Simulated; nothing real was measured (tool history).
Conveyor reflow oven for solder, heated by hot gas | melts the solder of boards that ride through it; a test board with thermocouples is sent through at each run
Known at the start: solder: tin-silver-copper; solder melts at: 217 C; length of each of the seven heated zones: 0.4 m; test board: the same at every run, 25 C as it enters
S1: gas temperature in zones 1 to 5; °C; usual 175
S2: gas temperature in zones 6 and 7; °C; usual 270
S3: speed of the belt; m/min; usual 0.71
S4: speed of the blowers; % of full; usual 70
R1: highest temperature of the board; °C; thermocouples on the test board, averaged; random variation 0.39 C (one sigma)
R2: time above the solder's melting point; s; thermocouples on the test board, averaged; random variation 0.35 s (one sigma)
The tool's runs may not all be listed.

Run 1, hour 0: usual settings. Result: R1 245.9 °C, R2 43.9 s.
Run 2, hour 12.7: usual settings. Result: R1 245.4 °C, R2 43.9 s.
Run 3, hour 31: usual settings but S4 50 % of full. Result: R1 238.5 °C, R2 35.1 s.
Run 4, hour 39.7: usual settings but S4 68 % of full. Result: R1 244.5 °C, R2 43.2 s.
Run 5, hour 53.6: usual settings but S4 68 % of full. Result: R1 244.8 °C, R2 43 s.
Run 6, hour 68.9: usual settings but S4 68 % of full. Result: R1 244.4 °C, R2 42.9 s.
Run 7, hour 81.5: usual settings. Result: R1 245.6 °C, R2 43.9 s.
Run 8, hour 89.8: usual settings but S1 186 °C, S2 280 °C, S3 0.741 m/min, S4 56 % of full. Result: R1 248.9 °C, R2 46.6 s.
Run 9, hour 99.9: usual settings but S1 166 °C, S2 259 °C, S3 0.711 m/min, S4 56 % of full. Result: R1 229.2 °C, R2 23.1 s.
Run 10, hour 111.1: usual settings but S1 188 °C, S2 273 °C. Result: R1 250 °C, R2 52.1 s.
Run 11, hour 128.5: usual settings but S4 58 % of full. Result: R1 240.2 °C, R2 37.9 s.
Run 12, hour 140.9: usual settings but S4 58 % of full. Result: R1 240.2 °C, R2 38.8 s.
Run 13, hour 155.3: usual settings but S1 178 °C, S2 266 °C, S3 0.822 m/min, S4 68 % of full. Result: R1 234.8 °C, R2 28.4 s.
Run 14, hour 166.7: usual settings but S1 178 °C, S2 266 °C, S3 0.822 m/min, S4 68 % of full. Result: R1 235.5 °C, R2 27.8 s.

3 ways to go on from here, each from the tool as it stands after run 14. What would each give?
Run A, hour 176.3: usual settings but S1 166 °C, S2 266 °C, S3 0.822 m/min, S4 52 % of full. Result: R1 ?, R2 ?.
Run B, hour 176.3: usual settings but S2 283 °C, S3 0.771 m/min, S4 63 % of full. Result: R1 ?, R2 ?.
Run C, hour 176.3: usual settings but S1 178 °C, S2 285 °C, S3 0.822 m/min, S4 68 % of full. Result: R1 ?, R2 ?.

run     R1    R2
  A  225.3  12.8
  B  247.6  41.2
  C  248.8  39.9
Without the tool's hidden state the same runs would have given:
run     R1    R2
  A  228.6  17.3
  B  251.1    44
  C  252.5  42.6
